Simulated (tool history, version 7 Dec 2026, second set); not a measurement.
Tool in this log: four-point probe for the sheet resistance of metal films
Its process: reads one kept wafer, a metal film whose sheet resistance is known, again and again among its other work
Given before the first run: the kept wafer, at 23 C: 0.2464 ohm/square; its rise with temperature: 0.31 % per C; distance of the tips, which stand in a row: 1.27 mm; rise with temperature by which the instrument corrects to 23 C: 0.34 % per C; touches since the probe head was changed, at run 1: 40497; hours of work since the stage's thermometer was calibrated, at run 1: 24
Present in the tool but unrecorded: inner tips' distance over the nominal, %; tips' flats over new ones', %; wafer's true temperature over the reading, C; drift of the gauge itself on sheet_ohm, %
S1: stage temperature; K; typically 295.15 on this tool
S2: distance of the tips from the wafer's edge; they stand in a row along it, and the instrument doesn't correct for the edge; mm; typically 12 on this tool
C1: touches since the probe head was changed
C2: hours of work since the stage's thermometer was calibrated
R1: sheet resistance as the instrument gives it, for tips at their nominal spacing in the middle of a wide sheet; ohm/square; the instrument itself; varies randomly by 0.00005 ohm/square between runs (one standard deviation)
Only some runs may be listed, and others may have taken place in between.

Run 1, hour 0.0: usual settings; C1 40497; C2 24. Result: R1 0.246402 ohm/square.
Run 2, hour 24.0: usual settings; C1 41151; C2 36. Result: R1 0.246443 ohm/square.
Run 3, hour 52.6: usual settings but S2 23 mm; C1 41931; C2 50. Result: R1 0.245316 ohm/square.
Run 4, hour 82.4: usual settings but S2 23 mm; C1 42743; C2 65. Result: R1 0.245316 ohm/square.
Run 5, hour 127.9: usual settings but S2 23 mm; C1 43987; C2 87. Result: R1 0.245239 ohm/square.
Run 6, hour 169.7: usual settings but S1 296.15 K; C1 45125; C2 108. Result: R1 0.246171 ohm/square.
Run 7, hour 214.4: usual settings; C1 46347; C2 130. Result: R1 0.246290 ohm/square.
Run 8, hour 258.6: usual settings; C1 47552; C2 152. Result: R1 0.246196 ohm/square.
Run 9, hour 283.3: usual settings but S2 38 mm; C1 48226; C2 165. Result: R1 0.244931 ohm/square.
Run 10, hour 325.4: usual settings but S2 5 mm; C1 49375; C2 186. Result: R1 0.252844 ohm/square.
Run 11, hour 366.7: usual settings but S2 40 mm; C1 50502; C2 206. Result: R1 0.244714 ohm/square.
Run 12, hour 406.6: usual settings but S2 40 mm; C1 51588; C2 226. Result: R1 0.244815 ohm/square.
Run 13, hour 439.1: usual settings but S2 40 mm; C1 52477; C2 242. Result: R1 0.244738 ohm/square.
Run 14, hour 466.3: usual settings but S2 6 mm; C1 53217; C2 256. Result: R1 0.250301 ohm/square.
Run 15, hour 511.9: usual settings but S2 6 mm; C1 54463; C2 279. Result: R1 0.250355 ohm/square.
Run 16, hour 542.3: usual settings; C1 55292; C2 294. Result: R1 0.245959 ohm/square.
Run 17, hour 571.5: usual settings but S1 299.15 K; C1 56087; C2 308. Result: R1 0.245575 ohm/square.
Run 18, hour 594.8: usual settings but S1 300.15 K; C1 56724; C2 320. Result: R1 0.245590 ohm/square.
Run 19, hour 628.4: usual settings but S1 300.15 K; C1 57641; C2 337. Result: R1 0.245481 ohm/square.
Run 20, hour 655.6: usual settings but S1 294.15 K, S2 35 mm; C1 58382; C2 350. Result: R1 0.244684 ohm/square.
Run 21, hour 692.5: usual settings but S1 291.15 K, S2 17 mm; C1 59390; C2 369. Result: R1 0.245325 ohm/square.
Run 22, hour 714.2: usual settings but S1 307.15 K, S2 22 mm; C1 59980; C2 379. Result: R1 0.243916 ohm/square.
Run 23, hour 735.8: usual settings but S1 307.15 K, S2 22 mm; C1 60571; C2 390. Result: R1 0.243703 ohm/square.
Run 24, hour 779.5: usual settings but S1 303.15 K, S2 22 mm; C1 61761; C2 412. Result: R1 0.244162 ohm/square.
Run 25, hour 811.9: usual settings but S1 293.15 K, S2 22 mm; C1 62647; C2 428. Result: R1 0.244935 ohm/square.
Run 26, hour 852.1: usual settings but S1 293.15 K, S2 51 mm; C1 63744; C2 448. Result: R1 0.244521 ohm/square.
Run 27, hour 878.1: usual settings but S1 293.15 K, S2 51 mm; C1 64454; C2 461. Result: R1 0.244424 ohm/square.
Run 28, hour 900.8: usual settings but S1 299.15 K, S2 18 mm; C1 65073; C2 472. Result: R1 0.244443 ohm/square.
Run 29, hour 920.4: usual settings but S1 299.15 K, S2 18 mm; C1 65606; C2 482. Result: R1 0.244499 ohm/square.
Run 30, hour 942.8: usual settings but S1 301.15 K, S2 55 mm; C1 66219; C2 493. Result: R1 0.243643 ohm/square.
Run 31, hour 976.2: usual settings but S1 292.15 K, S2 5 mm; C1 67128; C2 510. Result: R1 0.252666 ohm/square.
Run 32, hour 1018.8: usual settings but S1 292.15 K, S2 28 mm; C1 68291; C2 531. Result: R1 0.244655 ohm/square.
Run 33, hour 1061.5: usual settings but S1 292.15 K, S2 28 mm; C1 69455; C2 552. Result: R1 0.244586 ohm/square.
Run 34, hour 1087.8: usual settings but S2 71 mm; C1 70173; C2 565. Result: R1 0.244151 ohm/square.
Run 35, hour 1120.1: usual settings but S1 294.15 K, S2 34 mm; C1 71056; C2 581. Result: R1 0.244270 ohm/square.
Run 36, hour 1143.2: usual settings but S1 294.15 K, S2 30 mm; C1 71684; C2 593. Result: R1 0.244337 ohm/square.
Run 37, hour 1191.0: usual settings but S1 296.15 K, S2 50 mm; C1 72988; C2 617. Result: R1 0.243937 ohm/square.
Run 38, hour 1211.5: usual settings but S1 305.15 K, S2 5 mm; C1 73548; C2 627. Result: R1 0.251329 ohm/square.

Each row is a separate what-if for the run after 38, all from the same tool condition, not one after another. Results?
Run A, hour 1252.3: usual settings but S1 299.15 K, S2 33 mm; C1 74661; C2 647. Result: R1 ?.
Run B, hour 1252.3: usual settings but S1 293.15 K, S2 5 mm; C1 74661; C2 647. Result: R1 ?.
Run C, hour 1252.3: usual settings but S1 293.15 K, S2 5 mm; C1 74661; C2 647. Result: R1 ?.

run        R1
  A  0.243739
  B  0.252399
  C  0.252325
Take away the tool's hidden state, keep each run's random variation, and the runs would have read:
run        R1
  A  0.246323
  B  0.255072
  C  0.254998

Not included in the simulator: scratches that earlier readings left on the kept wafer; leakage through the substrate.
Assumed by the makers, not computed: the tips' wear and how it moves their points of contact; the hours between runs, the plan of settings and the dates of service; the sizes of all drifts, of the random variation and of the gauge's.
